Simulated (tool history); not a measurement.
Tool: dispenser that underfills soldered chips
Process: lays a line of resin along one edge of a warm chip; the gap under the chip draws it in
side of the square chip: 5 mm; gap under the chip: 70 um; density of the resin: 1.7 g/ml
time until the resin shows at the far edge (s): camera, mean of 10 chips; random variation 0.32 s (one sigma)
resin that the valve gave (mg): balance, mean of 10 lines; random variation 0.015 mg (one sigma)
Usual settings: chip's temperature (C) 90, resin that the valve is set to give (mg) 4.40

run   hour  chip's temperature (C)  resin that the valve is set to give (mg)  time until the resin shows at the far edge (s)  resin that the valve gave (mg)
  1    0.0                      90                                      4.40                                            13.3                            4.30
       5.5  -- new syringe of resin
  2    8.1                      90                                      4.31                                            11.2                            4.18
      17.5  -- new syringe of resin
  3   18.9                      90                                      4.31                                            11.3                            4.17
  4   24.9                      90                                      4.31                                            13.1                            4.14
      29.5  -- new syringe of resin
  5   37.1                      80                                      4.40                                            20.5                            4.21
      41.8  -- new syringe of resin
      43.9  -- dispensing valve cleaned and set on the balance
  6   47.7                      90                                      4.40                                            12.2                            4.40
      55.5  -- new syringe of resin
  7   56.0                      90                                      4.40                                            10.9                            4.38
  8   64.8                      90                                      5.41                                            13.7                            5.38
      67.8  -- new syringe of resin
  9   73.9                      90                                      5.41                                            12.7                            5.36
      80.1  -- new syringe of resin
 10   80.8                      90                                      4.62                                            10.2                            4.58
 11   89.9                      90                                      4.40                                            13.7                            4.32
      92.6  -- new syringe of resin
 12   98.4                      94                                      4.40                                            10.4                            4.32
     104.8  -- new syringe of resin
 13  107.6                      99                                      4.40                                             7.4                            4.27
     116.8  -- new syringe of resin
 14  120.8                      86                                      4.40                                            13.4                            4.26
 15  126.6                      86                                      4.40                                            16.9                            4.25
     129.6  -- new syringe of resin
 16  139.3                     101                                      3.77                                             9.0                            3.65
     141.8  -- new syringe of resin
 17  148.8                      77                                      4.81                                            22.4                            4.61
     151.1  -- dispensing valve cleaned and set on the balance
     155.3  -- new syringe of resin
 18  155.9                      88                                      4.83                                            11.1                            4.84
 19  163.5                      94                                      3.95                                            11.8                            3.96
     167.5  -- new syringe of resin
 20  172.0                      94                                      3.95                                            10.4                            3.93
     180.1  -- new syringe of resin
 21  185.1                      97                                      5.45                                             8.6                            5.38
     193.0  -- new syringe of resin
 22  197.4                      99                                      4.43                                             8.1                            4.34
     205.1  -- new syringe of resin
 23  210.0                      81                                      5.68                                            17.5                            5.52
 24  215.5                      83                                      4.10                                            18.7                            3.98
     217.6  -- new syringe of resin
 25  227.8                      95                                      4.96                                            11.0                            4.83
     230.2  -- new syringe of resin
 26  237.5                      92                                      4.54                                            11.3                            4.37
     242.4  -- new syringe of resin
 27  243.5                      82                                      4.27                                            14.7                            4.10
 28  249.3                      79                                      3.88                                            21.3                            3.72

Hidden state or all else? Some run-to-run changes of time until the resin shows at the far edge (s), split into what the settings, what came in and random variation would give without the hidden state, and what is left for the hidden state (with any gauge scatter that isn't in both results):
The hidden state here: resin's viscosity, % of fresh resin's; dose that the valve gives, % of what is set; true chip temperature over the reading, C; drift of the gauge itself on fill_s, %; drift of the gauge itself on given_mg, %.
Run 16 -> 17: chip's temperature (C) 101 -> 77, resin that the valve is set to give (mg) 3.77 -> 4.81, new syringe of resin. time until the resin shows at the far edge (s) +13.4: hidden state +1.5, all else +11.9.
Run 17 -> 18: chip's temperature (C) 77 -> 88, resin that the valve is set to give (mg) 4.81 -> 4.83, dispensing valve cleaned and set on the balance, new syringe of resin. time until the resin shows at the far edge (s) -11.3: hidden state -4.0, all else -7.3.
Run 27 -> 28: chip's temperature (C) 82 -> 79, resin that the valve is set to give (mg) 4.27 -> 3.88. time until the resin shows at the far edge (s) +6.6: hidden state +3.7, all else +2.9.
